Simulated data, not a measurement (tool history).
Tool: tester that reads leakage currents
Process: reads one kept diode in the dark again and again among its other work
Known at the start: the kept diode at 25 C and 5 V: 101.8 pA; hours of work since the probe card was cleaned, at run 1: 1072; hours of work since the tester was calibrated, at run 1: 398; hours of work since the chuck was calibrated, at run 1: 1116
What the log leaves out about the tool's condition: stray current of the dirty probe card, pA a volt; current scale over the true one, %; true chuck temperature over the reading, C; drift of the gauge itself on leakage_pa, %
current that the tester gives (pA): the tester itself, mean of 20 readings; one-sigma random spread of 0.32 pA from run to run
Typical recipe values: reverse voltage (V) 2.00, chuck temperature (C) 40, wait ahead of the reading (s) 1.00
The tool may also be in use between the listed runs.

run    hour  reverse voltage (V)  chuck temperature (C)  wait ahead of the reading (s)  hours of work since the probe card was cleaned  hours of work since the tester was calibrated  hours of work since the chuck was calibrated  current that the tester gives (pA)
  1     0.0                 2.00                     40                           1.00                                            1072                                            398                                          1116                              228.56
  2    40.9                 2.00                     40                           1.00                                            1102                                            428                                          1146                              228.46
  3   103.8                 2.00                     40                           1.00                                            1149                                            475                                          1193                              227.25
  4   163.4                 2.00                     40                           1.00                                            1194                                            520                                          1237                              227.32
  5   218.5                 2.00                     40                           1.00                                            1235                                            561                                          1278                              227.27
  6   248.0                 2.00                     40                           1.00                                            1257                                            583                                          1300                              227.01
  7   296.9                 2.00                     40                           1.00                                            1293                                            619                                          1337                              227.36
  8   342.4                 2.00                     58                           1.00                                            1327                                            653                                          1371                              882.89
  9   406.7                 2.00                     58                           1.00                                            1375                                            701                                          1419                              882.99
 10   473.4                 2.00                     40                           1.00                                            1424                                            751                                          1468                              226.72
 11   539.5                 2.00                     40                           1.00                                            1474                                            800                                          1517                              226.53
 12   577.8                 2.00                     40                           1.00                                            1502                                            828                                          1546                              227.01
 13   636.2                 2.00                     40                           1.00                                            1546                                            872                                          1590                              226.16
 14   687.9                 2.00                     20                           1.00                                            1584                                            910                                          1628                               42.90
 15   735.1                 2.00                     20                           1.00                                            1619                                            945                                          1663                               43.03
 16   803.1                 2.00                     40                           0.64                                            1670                                            996                                          1714                              226.66
 17   872.6                 2.00                     40                           0.64                                            1722                                           1048                                          1766                              226.26
 18   906.2                 2.00                     40                           0.64                                            1747                                           1073                                          1791                              226.27
 19   953.1                 2.00                     40                           0.64                                            1782                                           1108                                          1826                              226.41
 20   993.0                 2.00                     40                           0.64                                            1811                                           1138                                          1855                              226.23
 21  1030.1                 1.32                     40                           0.64                                            1839                                           1165                                          1883                              185.58
 22  1085.7                13.76                     46                           6.01                                            1881                                           1207                                          1924                              898.23
 23  1118.4                 1.85                     46                           3.58                                            1905                                           1231                                          1949                              345.75
     1123.8  -- tester calibrated
 24  1179.6                 2.00                     46                           2.17                                            1949                                             42                                          1993                              359.95
 25  1223.0                 2.00                     46                           2.17                                            1981                                             74                                          2025                              359.64
 26  1266.7                 2.38                     40                           0.80                                            2014                                            106                                          2058                              244.49
     1302.4  -- chuck's temperature calibrated
 27  1307.0                 2.00                     43                           0.63                                            2042                                            135                                             3                              300.50
     1333.8  -- tester calibrated, once more
 28  1346.8                 2.17                     31                           0.86                                            2071                                             10                                            32                              118.49
     1368.8  -- probe card cleaned and baked
 29  1380.5                 1.59                     30                           0.36                                               9                                             33                                            54                               92.91
 30  1445.4                 1.59                     30                           0.36                                              57                                             81                                           103                               92.76
 31  1486.6                 1.59                     30                           0.36                                              88                                            112                                           133                               92.87
 32  1556.9                 1.19                     28                           1.00                                             140                                            164                                           186                               67.50
 33  1594.8                 2.00                     40                           3.55                                             168                                            192                                           214                              231.70
 34  1653.8                 2.00                     40                           3.55                                             212                                            236                                           258                              231.80
 35  1692.0                 1.16                     40                           6.68                                             241                                            265                                           286                              178.84
 36  1747.9                 1.16                     57                           6.68                                             282                                            306                                           328                              650.36
 37  1785.3                18.35                     58                           1.00                                             310                                            334                                           356                             2552.20
 38  1823.5                18.35                     58                           1.00                                             339                                            363                                           384                             2547.56

Here are 5 independent what-if runs from the current tool condition. What would each one return?
  A  1869.9                12.56                     49                           1.04                                             373                                            397                                           419                                   ?
  B  1869.9                 1.28                     23                           4.03                                             373                                            397                                           419                                   ?
  C  1869.9                11.73                     32                           1.00                                             373                                            397                                           419                                   ?
  D  1869.9                10.41                     21                           1.00                                             373                                            397                                           419                                   ?
  E  1869.9                 4.22                     23                           0.53                                             373                                            397                                           419                                   ?

run  current that the tester gives (pA)
  A                             1104.63
  B                               44.73
  C                              281.14
  D                              104.89
  E                               81.37
What these runs would have given with no unlogged condition in the tool:
run  current that the tester gives (pA)
  A                             1117.78
  B                               45.21
  C                              282.99
  D                              104.31
  E                               81.77
